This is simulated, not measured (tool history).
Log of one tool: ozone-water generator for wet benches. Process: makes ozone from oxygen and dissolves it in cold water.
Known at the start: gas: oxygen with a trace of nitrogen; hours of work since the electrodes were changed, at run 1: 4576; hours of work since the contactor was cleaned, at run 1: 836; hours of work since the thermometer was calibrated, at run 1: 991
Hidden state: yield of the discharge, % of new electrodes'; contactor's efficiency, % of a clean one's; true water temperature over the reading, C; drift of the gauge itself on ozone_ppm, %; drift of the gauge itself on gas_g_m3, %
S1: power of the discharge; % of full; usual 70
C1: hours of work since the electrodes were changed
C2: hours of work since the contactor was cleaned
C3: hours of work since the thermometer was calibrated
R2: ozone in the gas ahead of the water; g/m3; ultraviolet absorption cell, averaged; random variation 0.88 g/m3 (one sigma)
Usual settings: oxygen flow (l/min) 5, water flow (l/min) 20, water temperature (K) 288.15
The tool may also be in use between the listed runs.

run 1 hour=0 | S1=70 oxygen_flow_(l/min)=5 water_flow_(l/min)=20 water_temperature_(K)=288.15 | C1=4576 C2=836 C3=991 | dissolved_ozone_(ppm)=15.3 R2=144.4
run 2 hour=120.6 | S1=70 oxygen_flow_(l/min)=5 water_flow_(l/min)=17 water_temperature_(K)=288.15 | C1=4694 C2=954 C3=1109 | dissolved_ozone_(ppm)=17.8 R2=145.1
run 3 hour=191.7 | S1=59 oxygen_flow_(l/min)=5 water_flow_(l/min)=20 water_temperature_(K)=288.15 | C1=4764 C2=1023 C3=1179 | dissolved_ozone_(ppm)=13.4 R2=127.6
run 4 hour=285.8 | S1=59 oxygen_flow_(l/min)=5 water_flow_(l/min)=20 water_temperature_(K)=288.15 | C1=4856 C2=1116 C3=1271 | dissolved_ozone_(ppm)=13.5 R2=126.3
run 5 hour=344.2 | S1=70 oxygen_flow_(l/min)=5 water_flow_(l/min)=20 water_temperature_(K)=288.15 | C1=4913 C2=1173 C3=1328 | dissolved_ozone_(ppm)=15.2 R2=144.6
run 6 hour=410.8 | S1=70 oxygen_flow_(l/min)=4.54 water_flow_(l/min)=20 water_temperature_(K)=288.15 | C1=4978 C2=1238 C3=1393 | dissolved_ozone_(ppm)=15.5 R2=153.7
run 7 hour=503.5 | S1=70 oxygen_flow_(l/min)=5 water_flow_(l/min)=20 water_temperature_(K)=288.15 | C1=5069 C2=1329 C3=1484 | dissolved_ozone_(ppm)=15.5 R2=145.3
run 8 hour=615.3 | S1=70 oxygen_flow_(l/min)=5 water_flow_(l/min)=20 water_temperature_(K)=288.15 | C1=5179 C2=1439 C3=1594 | dissolved_ozone_(ppm)=15.4 R2=145.2
run 9 hour=690.2 | S1=70 oxygen_flow_(l/min)=5.61 water_flow_(l/min)=20 water_temperature_(K)=288.15 | C1=5252 C2=1512 C3=1667 | dissolved_ozone_(ppm)=15.3 R2=135.3
run 10 hour=756.6 | S1=70 oxygen_flow_(l/min)=5.61 water_flow_(l/min)=20 water_temperature_(K)=288.15 | C1=5317 C2=1577 C3=1732 | dissolved_ozone_(ppm)=15.3 R2=133.3
run 11 hour=813.9 | S1=51 oxygen_flow_(l/min)=5 water_flow_(l/min)=20 water_temperature_(K)=288.15 | C1=5373 C2=1633 C3=1788 | dissolved_ozone_(ppm)=12.1 R2=112.3
run 12 hour=906.3 | S1=70 oxygen_flow_(l/min)=5 water_flow_(l/min)=20 water_temperature_(K)=288.15 | C1=5464 C2=1724 C3=1879 | dissolved_ozone_(ppm)=15.3 R2=143.1

Forecast run 13:
run 13 hour=972.2 | S1=70 oxygen_flow_(l/min)=5 water_flow_(l/min)=20 water_temperature_(K)=288.15 | C1=5528 C2=1788 C3=1943 | dissolved_ozone_(ppm)=? R2=?

dissolved ozone (ppm): 15.4
R2: 144.1 g/m3
Without the tool's hidden state the same run would have given dissolved ozone (ppm) 15.4, R2 144.3 g/m3.
